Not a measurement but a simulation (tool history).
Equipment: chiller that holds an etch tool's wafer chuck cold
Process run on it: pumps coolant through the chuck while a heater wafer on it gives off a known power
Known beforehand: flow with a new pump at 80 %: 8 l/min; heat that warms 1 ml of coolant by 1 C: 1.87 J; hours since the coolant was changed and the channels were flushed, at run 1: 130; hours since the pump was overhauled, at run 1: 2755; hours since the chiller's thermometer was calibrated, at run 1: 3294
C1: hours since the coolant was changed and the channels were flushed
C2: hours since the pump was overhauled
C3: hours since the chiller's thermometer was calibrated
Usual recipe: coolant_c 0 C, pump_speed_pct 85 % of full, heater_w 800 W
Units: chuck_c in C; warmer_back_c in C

{"run": 1, "day": 0.0, "coolant_c": 0, "pump_speed_pct": 85, "heater_w": 800, "C1": 130, "C2": 2755, "C3": 3294, "chuck_c": 6.4, "warmer_back_c": 3.06}
{"run": 2, "day": 3.933, "coolant_c": 0, "pump_speed_pct": 85, "heater_w": 800, "C1": 224, "C2": 2849, "C3": 3388, "chuck_c": 6.5, "warmer_back_c": 3.04}
{"run": 3, "day": 10.979, "coolant_c": 0, "pump_speed_pct": 85, "heater_w": 800, "C1": 393, "C2": 3018, "C3": 3557, "chuck_c": 6.5, "warmer_back_c": 3.01}
{"run": 4, "day": 17.867, "coolant_c": 0, "pump_speed_pct": 85, "heater_w": 906, "C1": 558, "C2": 3183, "C3": 3723, "chuck_c": 7.4, "warmer_back_c": 3.42}
{"run": 5, "day": 25.867, "coolant_c": 0, "pump_speed_pct": 85, "heater_w": 874, "C1": 750, "C2": 3375, "C3": 3915, "chuck_c": 7, "warmer_back_c": 3.31}
{"run": 6, "day": 32.492, "coolant_c": 0, "pump_speed_pct": 85, "heater_w": 874, "C1": 909, "C2": 3534, "C3": 4074, "chuck_c": 6.9, "warmer_back_c": 3.31}
{"run": 7, "day": 36.429, "coolant_c": 0, "pump_speed_pct": 85, "heater_w": 874, "C1": 1004, "C2": 3629, "C3": 4168, "chuck_c": 7, "warmer_back_c": 3.3}
{"run": 8, "day": 40.571, "coolant_c": 0, "pump_speed_pct": 76, "heater_w": 800, "C1": 1103, "C2": 3728, "C3": 4267, "chuck_c": 7.1, "warmer_back_c": 3.37}
{"run": 9, "day": 44.954, "coolant_c": 0, "pump_speed_pct": 76, "heater_w": 800, "C1": 1209, "C2": 3834, "C3": 4373, "chuck_c": 7.1, "warmer_back_c": 3.42}
{"run": 10, "day": 51.162, "coolant_c": 0, "pump_speed_pct": 76, "heater_w": 800, "C1": 1358, "C2": 3982, "C3": 4522, "chuck_c": 7, "warmer_back_c": 3.41}
{"run": 11, "day": 55.217, "coolant_c": 0, "pump_speed_pct": 76, "heater_w": 800, "C1": 1455, "C2": 4080, "C3": 4619, "chuck_c": 7.1, "warmer_back_c": 3.39}
{"run": 12, "day": 59.908, "coolant_c": 0, "pump_speed_pct": 76, "heater_w": 800, "C1": 1567, "C2": 4192, "C3": 4732, "chuck_c": 7, "warmer_back_c": 3.41}
{"day": 64.45, "done": "chiller's thermometer calibrated"}
{"run": 13, "day": 66.096, "coolant_c": 0, "pump_speed_pct": 76, "heater_w": 800, "C1": 1715, "C2": 4340, "C3": 39, "chuck_c": 6.9, "warmer_back_c": 3.43}
{"run": 14, "day": 70.729, "coolant_c": 0, "pump_speed_pct": 76, "heater_w": 800, "C1": 1826, "C2": 4451, "C3": 151, "chuck_c": 6.9, "warmer_back_c": 3.44}
{"run": 15, "day": 78.238, "coolant_c": -1, "pump_speed_pct": 91, "heater_w": 672, "C1": 2006, "C2": 4631, "C3": 331, "chuck_c": 4.2, "warmer_back_c": 2.33}
{"run": 16, "day": 83.996, "coolant_c": -1, "pump_speed_pct": 91, "heater_w": 672, "C1": 2144, "C2": 4769, "C3": 469, "chuck_c": 4.1, "warmer_back_c": 2.28}
{"run": 17, "day": 91.933, "coolant_c": 0, "pump_speed_pct": 74, "heater_w": 485, "C1": 2335, "C2": 4960, "C3": 660, "chuck_c": 4.4, "warmer_back_c": 2.11}
{"run": 18, "day": 99.258, "coolant_c": 0, "pump_speed_pct": 74, "heater_w": 485, "C1": 2511, "C2": 5136, "C3": 835, "chuck_c": 4.3, "warmer_back_c": 2.18}
{"run": 19, "day": 106.542, "coolant_c": 0, "pump_speed_pct": 74, "heater_w": 485, "C1": 2686, "C2": 5311, "C3": 1010, "chuck_c": 4.2, "warmer_back_c": 2.11}
{"run": 20, "day": 113.35, "coolant_c": -7, "pump_speed_pct": 86, "heater_w": 658, "C1": 2849, "C2": 5474, "C3": 1174, "chuck_c": -1.7, "warmer_back_c": 2.51}
{"run": 21, "day": 120.067, "coolant_c": -7, "pump_speed_pct": 86, "heater_w": 658, "C1": 3010, "C2": 5635, "C3": 1335, "chuck_c": -1.8, "warmer_back_c": 2.43}
{"run": 22, "day": 127.346, "coolant_c": 4, "pump_speed_pct": 99, "heater_w": 774, "C1": 3185, "C2": 5810, "C3": 1509, "chuck_c": 9.7, "warmer_back_c": 2.4}
{"run": 23, "day": 132.058, "coolant_c": 0, "pump_speed_pct": 93, "heater_w": 590, "C1": 3298, "C2": 5923, "C3": 1623, "chuck_c": 4.3, "warmer_back_c": 2.05}
{"run": 24, "day": 136.596, "coolant_c": 8, "pump_speed_pct": 64, "heater_w": 794, "C1": 3407, "C2": 6032, "C3": 1731, "chuck_c": 16, "warmer_back_c": 4.1}
{"run": 25, "day": 142.492, "coolant_c": 8, "pump_speed_pct": 64, "heater_w": 794, "C1": 3548, "C2": 6173, "C3": 1873, "chuck_c": 15.9, "warmer_back_c": 4.09}

3 ways to go on from here, each from the tool as it stands after run 25. What would each give?
{"run": "A", "day": 148.729, "coolant_c": 2, "pump_speed_pct": 87, "heater_w": 990, "C1": 3698, "C2": 6323, "C3": 2023, "chuck_c": "?", "warmer_back_c": "?"}
{"run": "B", "day": 148.729, "coolant_c": 8, "pump_speed_pct": 92, "heater_w": 800, "C1": 3698, "C2": 6323, "C3": 2023, "chuck_c": "?", "warmer_back_c": "?"}
{"run": "C", "day": 148.729, "coolant_c": -9, "pump_speed_pct": 88, "heater_w": 782, "C1": 3698, "C2": 6323, "C3": 2023, "chuck_c": "?", "warmer_back_c": "?"}

run=A chuck_c=9.6 warmer_back_c=3.65
run=B chuck_c=13.7 warmer_back_c=2.72
run=C chuck_c=-2.8 warmer_back_c=2.86
Without the tool's hidden state the same runs would have given:
run=A chuck_c=9.5 warmer_back_c=3.64
run=B chuck_c=13.7 warmer_back_c=2.71
run=C chuck_c=-2.8 warmer_back_c=2.85
